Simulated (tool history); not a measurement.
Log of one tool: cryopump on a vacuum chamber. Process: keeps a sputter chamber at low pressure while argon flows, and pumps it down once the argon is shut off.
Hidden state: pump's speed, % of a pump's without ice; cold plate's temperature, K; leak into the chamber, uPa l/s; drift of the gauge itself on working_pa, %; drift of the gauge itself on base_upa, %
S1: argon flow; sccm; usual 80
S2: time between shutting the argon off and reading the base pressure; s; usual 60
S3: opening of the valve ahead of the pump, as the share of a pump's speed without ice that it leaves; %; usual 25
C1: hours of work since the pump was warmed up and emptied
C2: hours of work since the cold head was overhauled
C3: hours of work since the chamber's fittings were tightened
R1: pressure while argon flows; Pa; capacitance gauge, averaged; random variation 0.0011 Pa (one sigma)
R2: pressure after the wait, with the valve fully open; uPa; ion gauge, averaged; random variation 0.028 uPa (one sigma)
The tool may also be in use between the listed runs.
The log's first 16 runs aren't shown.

run 17 hour=602.6 | S1=80 S2=60 S3=25 | C1=882 C2=882 C3=75 | R1=0.2591 R2=1.31
run 18 hour=653 | S1=33 S2=60 S3=25 | C1=917 C2=917 C3=110 | R1=0.107 R2=1.32
run 19 hour=691.5 | S1=137 S2=161 S3=17 | C1=944 C2=944 C3=137 | R1=0.6475 R2=0.61
run 20 hour=725.5 | S1=137 S2=161 S3=17 | C1=967 C2=967 C3=161 | R1=0.6476 R2=0.62
run 21 hour=770.7 | S1=36 S2=185 S3=16 | C1=999 C2=999 C3=192 | R1=0.1817 R2=0.59
run 22 hour=801.4 | S1=36 S2=185 S3=16 | C1=1020 C2=1020 C3=214 | R1=0.1827 R2=0.56
run 23 hour=825.1 | S1=80 S2=23 S3=25 | C1=1036 C2=1036 C3=230 | R1=0.2632 R2=3.13
run 24 hour=856.2 | S1=56 S2=23 S3=53 | C1=1058 C2=1058 C3=252 | R1=0.0907 R2=3.22
run 25 hour=905.1 | S1=56 S2=23 S3=53 | C1=1092 C2=1092 C3=286 | R1=0.0917 R2=3.13
run 26 hour=930.8 | S1=80 S2=271 S3=51 | C1=1110 C2=1110 C3=303 | R1=0.1335 R2=0.44
run 27 hour=955.7 | S1=80 S2=271 S3=51 | C1=1127 C2=1127 C3=321 | R1=0.1325 R2=0.44
-- hour=969 pump warmed up, emptied and cooled again
run 28 hour=1008.2 | S1=157 S2=207 S3=21 | C1=27 C2=1160 C3=354 | R1=0.5915 R2=0.55
run 29 hour=1055.9 | S1=145 S2=257 S3=18 | C1=60 C2=1193 C3=387 | R1=0.6408 R2=0.43
run 30 hour=1104 | S1=54 S2=71 S3=25 | C1=94 C2=1227 C3=420 | R1=0.1719 R2=1.12
run 31 hour=1142.8 | S1=40 S2=248 S3=25 | C1=121 C2=1254 C3=447 | R1=0.128 R2=0.49
run 32 hour=1193.3 | S1=54 S2=60 S3=25 | C1=156 C2=1289 C3=482 | R1=0.1728 R2=1.36
run 33 hour=1230.1 | S1=80 S2=53 S3=17 | C1=181 C2=1314 C3=508 | R1=0.3736 R2=1.47

4 ways to go on from here, each from the tool as it stands after run 33. What would each give?
run A hour=1277.8 | S1=67 S2=71 S3=40 | C1=215 C2=1347 C3=541 | R1=? R2=?
run B hour=1277.8 | S1=155 S2=93 S3=59 | C1=215 C2=1347 C3=541 | R1=? R2=?
run C hour=1277.8 | S1=50 S2=117 S3=17 | C1=215 C2=1347 C3=541 | R1=? R2=?
run D hour=1277.8 | S1=80 S2=27 S3=32 | C1=215 C2=1347 C3=541 | R1=? R2=?

run=A R1=0.1347 R2=1.15
run=B R1=0.2121 R2=0.95
run=C R1=0.2327 R2=0.83
run=D R1=0.1996 R2=2.7
Without the tool's hidden state the same runs would have given:
run=A R1=0.1326 R2=1.09
run=B R1=0.207 R2=0.88
run=C R1=0.2311 R2=0.76
run=D R1=0.1971 R2=2.64
